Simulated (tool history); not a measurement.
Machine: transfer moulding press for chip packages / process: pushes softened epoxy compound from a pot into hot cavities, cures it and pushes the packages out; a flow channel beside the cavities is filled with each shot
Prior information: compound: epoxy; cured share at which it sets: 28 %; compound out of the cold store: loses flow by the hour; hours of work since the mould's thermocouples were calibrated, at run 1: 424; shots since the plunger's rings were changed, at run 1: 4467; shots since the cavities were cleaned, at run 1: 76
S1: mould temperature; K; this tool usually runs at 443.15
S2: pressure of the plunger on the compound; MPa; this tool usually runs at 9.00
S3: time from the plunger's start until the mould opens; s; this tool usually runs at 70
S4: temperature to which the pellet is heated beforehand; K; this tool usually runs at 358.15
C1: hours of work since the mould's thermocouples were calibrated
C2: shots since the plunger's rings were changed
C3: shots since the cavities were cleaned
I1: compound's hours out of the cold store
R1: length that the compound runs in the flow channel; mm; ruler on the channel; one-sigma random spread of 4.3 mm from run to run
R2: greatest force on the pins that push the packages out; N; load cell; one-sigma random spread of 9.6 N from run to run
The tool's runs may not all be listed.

run	hour	S1	S2	S3	S4	C1	C2	C3	I1	R1	R2
1	0.0	443.15	9.00	70	358.15	424	4467	76	16.9	522	475
# hour 10.6: plunger's sealing rings changed
2	12.9	443.15	9.00	70	358.15	430	33	225	28.2	526	495
3	31.9	443.15	9.14	70	358.15	441	307	499	33.6	519	580
4	44.9	443.15	9.14	70	358.15	448	493	685	17.7	561	628
# hour 54.6: cavities cleaned with cleaning compound and waxed
5	61.7	443.15	9.00	70	363.15	457	713	102	15.6	563	761
6	77.9	443.15	9.00	70	358.15	467	947	336	10.9	577	781
7	100.5	443.15	9.00	70	358.15	480	1271	660	15.4	549	787
# hour 111.6: cavities cleaned with cleaning compound and waxed
8	114.8	443.15	9.00	70	358.15	487	1456	46	30.8	503	454
9	131.6	443.15	9.00	64	358.15	497	1698	288	39.0	484	656
# hour 136.4: mould's thermocouples calibrated
10	157.1	443.15	9.00	70	358.15	12	2036	626	11.9	560	680
# hour 170.8: cavities cleaned with cleaning compound and waxed
11	183.5	443.15	9.00	70	358.15	26	2393	182	44.5	461	503
# hour 191.5: cavities cleaned with cleaning compound and waxed, once more
12	207.5	443.15	9.00	70	358.15	39	2717	230	19.5	523	588
13	220.5	443.15	9.00	70	358.15	47	2905	418	20.8	527	604
14	234.3	443.15	9.84	70	358.15	55	3102	615	45.4	476	620
# hour 248.7: cavities cleaned with cleaning compound and waxed
15	248.7	443.15	9.52	51	358.15	62	3288	0	9.7	568	1124
16	272.3	443.15	9.52	51	358.15	76	3627	339	13.8	552	1432
17	295.0	439.15	10.51	51	351.15	89	3954	666	46.3	490	1809
# hour 306.4: cavities cleaned with cleaning compound and waxed
18	316.4	436.15	10.51	51	368.15	101	4240	144	32.7	527	1404
19	330.6	446.15	7.99	70	358.15	109	4444	348	39.0	428	448
# hour 342.7: plunger's sealing rings changed
20	348.8	436.15	10.77	86	355.15	118	87	574	28.5	597	637
# hour 366.2: cavities cleaned with cleaning compound and waxed
21	371.0	436.15	10.77	86	355.15	130	385	70	31.4	575	476
22	382.1	443.15	10.77	102	363.15	136	544	229	14.7	613	335
23	396.3	443.15	10.77	102	363.15	144	748	433	39.1	544	371

Estimate the outcome of run 24 from the log above:
24	415.3	437.15	9.00	70	358.15	155	1022	707	30.0	?	?

R1: 530 mm
R2: 1065 N
Without the tool's hidden state the same run would have given R1 541 mm, R2 700 N.
